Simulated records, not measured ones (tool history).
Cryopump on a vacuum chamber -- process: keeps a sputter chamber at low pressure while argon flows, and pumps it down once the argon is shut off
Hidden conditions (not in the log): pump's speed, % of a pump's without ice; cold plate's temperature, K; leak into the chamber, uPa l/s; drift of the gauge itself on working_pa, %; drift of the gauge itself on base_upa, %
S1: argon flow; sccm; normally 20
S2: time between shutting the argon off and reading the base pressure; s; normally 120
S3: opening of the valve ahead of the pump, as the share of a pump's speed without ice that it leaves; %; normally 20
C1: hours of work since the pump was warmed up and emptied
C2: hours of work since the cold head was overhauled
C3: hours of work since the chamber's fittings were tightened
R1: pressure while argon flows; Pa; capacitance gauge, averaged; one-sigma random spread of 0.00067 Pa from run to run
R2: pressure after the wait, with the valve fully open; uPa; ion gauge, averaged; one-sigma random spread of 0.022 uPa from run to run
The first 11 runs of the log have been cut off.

{"run": 12, "hour": 240.4, "S1": 20, "S2": 120, "S3": 20, "C1": 503, "C2": 503, "C3": 2828, "R1": 0.1157, "R2": 0.99}
{"run": 13, "hour": 262.8, "S1": 20, "S2": 120, "S3": 20, "C1": 520, "C2": 520, "C3": 2845, "R1": 0.1171, "R2": 1.07}
{"run": 14, "hour": 292.6, "S1": 20, "S2": 120, "S3": 20, "C1": 543, "C2": 543, "C3": 2868, "R1": 0.1177, "R2": 1.08}
{"run": 15, "hour": 311.2, "S1": 20, "S2": 157, "S3": 20, "C1": 557, "C2": 557, "C3": 2882, "R1": 0.1188, "R2": 0.91}
{"run": 16, "hour": 332.9, "S1": 28, "S2": 120, "S3": 20, "C1": 574, "C2": 574, "C3": 2899, "R1": 0.1633, "R2": 1.04}
{"run": 17, "hour": 352.0, "S1": 20, "S2": 120, "S3": 20, "C1": 589, "C2": 589, "C3": 2914, "R1": 0.1176, "R2": 1.06}
{"run": 18, "hour": 374.5, "S1": 15, "S2": 135, "S3": 55, "C1": 606, "C2": 606, "C3": 2931, "R1": 0.0352, "R2": 0.98}
{"run": 19, "hour": 403.7, "S1": 15, "S2": 135, "S3": 55, "C1": 629, "C2": 629, "C3": 2954, "R1": 0.0356, "R2": 1.02}
{"run": 20, "hour": 430.4, "S1": 15, "S2": 135, "S3": 55, "C1": 649, "C2": 649, "C3": 2974, "R1": 0.0368, "R2": 1.04}
{"run": 21, "hour": 454.0, "S1": 15, "S2": 135, "S3": 55, "C1": 667, "C2": 667, "C3": 2992, "R1": 0.0358, "R2": 1.09}
{"run": 22, "hour": 469.8, "S1": 28, "S2": 35, "S3": 44, "C1": 679, "C2": 679, "C3": 3004, "R1": 0.0814, "R2": 2.28}
{"run": 23, "hour": 499.9, "S1": 28, "S2": 35, "S3": 44, "C1": 703, "C2": 703, "C3": 3028, "R1": 0.082, "R2": 2.31}
{"run": 24, "hour": 523.2, "S1": 12, "S2": 298, "S3": 27, "C1": 721, "C2": 721, "C3": 3046, "R1": 0.054, "R2": 0.82}
{"run": 25, "hour": 545.0, "S1": 24, "S2": 120, "S3": 47, "C1": 737, "C2": 737, "C3": 3062, "R1": 0.0671, "R2": 1.14}
{"run": 26, "hour": 565.9, "S1": 9, "S2": 120, "S3": 32, "C1": 753, "C2": 753, "C3": 3078, "R1": 0.0349, "R2": 1.08}
{"run": 27, "hour": 595.6, "S1": 26, "S2": 214, "S3": 52, "C1": 776, "C2": 776, "C3": 3101, "R1": 0.0668, "R2": 0.93}
{"run": 28, "hour": 611.2, "S1": 26, "S2": 230, "S3": 52, "C1": 788, "C2": 788, "C3": 3113, "R1": 0.0668, "R2": 0.91}
{"run": 29, "hour": 633.1, "S1": 22, "S2": 33, "S3": 52, "C1": 805, "C2": 805, "C3": 3130, "R1": 0.0572, "R2": 2.41}
{"run": 30, "hour": 660.2, "S1": 20, "S2": 120, "S3": 46, "C1": 826, "C2": 826, "C3": 3151, "R1": 0.0583, "R2": 1.17}
{"run": 31, "hour": 680.7, "S1": 11, "S2": 120, "S3": 29, "C1": 842, "C2": 842, "C3": 3167, "R1": 0.0473, "R2": 1.15}
{"run": 32, "hour": 708.3, "S1": 16, "S2": 120, "S3": 39, "C1": 863, "C2": 863, "C3": 3188, "R1": 0.0531, "R2": 1.18}
{"run": 33, "hour": 740.9, "S1": 16, "S2": 26, "S3": 17, "C1": 888, "C2": 888, "C3": 3213, "R1": 0.1136, "R2": 2.86}
{"run": 34, "hour": 762.5, "S1": 16, "S2": 26, "S3": 17, "C1": 905, "C2": 905, "C3": 3230, "R1": 0.1136, "R2": 3.04}

What if the next run were any one of these 3? Each begins from the tool's condition after run 34:
{"run": "A", "hour": 789.5, "S1": 18, "S2": 94, "S3": 57, "C1": 926, "C2": 926, "C3": 3251, "R1": "?", "R2": "?"}
{"run": "B", "hour": 789.5, "S1": 16, "S2": 113, "S3": 17, "C1": 926, "C2": 926, "C3": 3251, "R1": "?", "R2": "?"}
{"run": "C", "hour": 789.5, "S1": 24, "S2": 42, "S3": 20, "C1": 926, "C2": 926, "C3": 3251, "R1": "?", "R2": "?"}

run=A R1=0.045 R2=1.33
run=B R1=0.1138 R2=1.22
run=C R1=0.1464 R2=2.05
Stripped of hidden state, with their random variation kept, the same runs would have yielded:
run=A R1=0.0352 R2=0.82
run=B R1=0.1052 R2=0.7
run=C R1=0.1335 R2=1.54
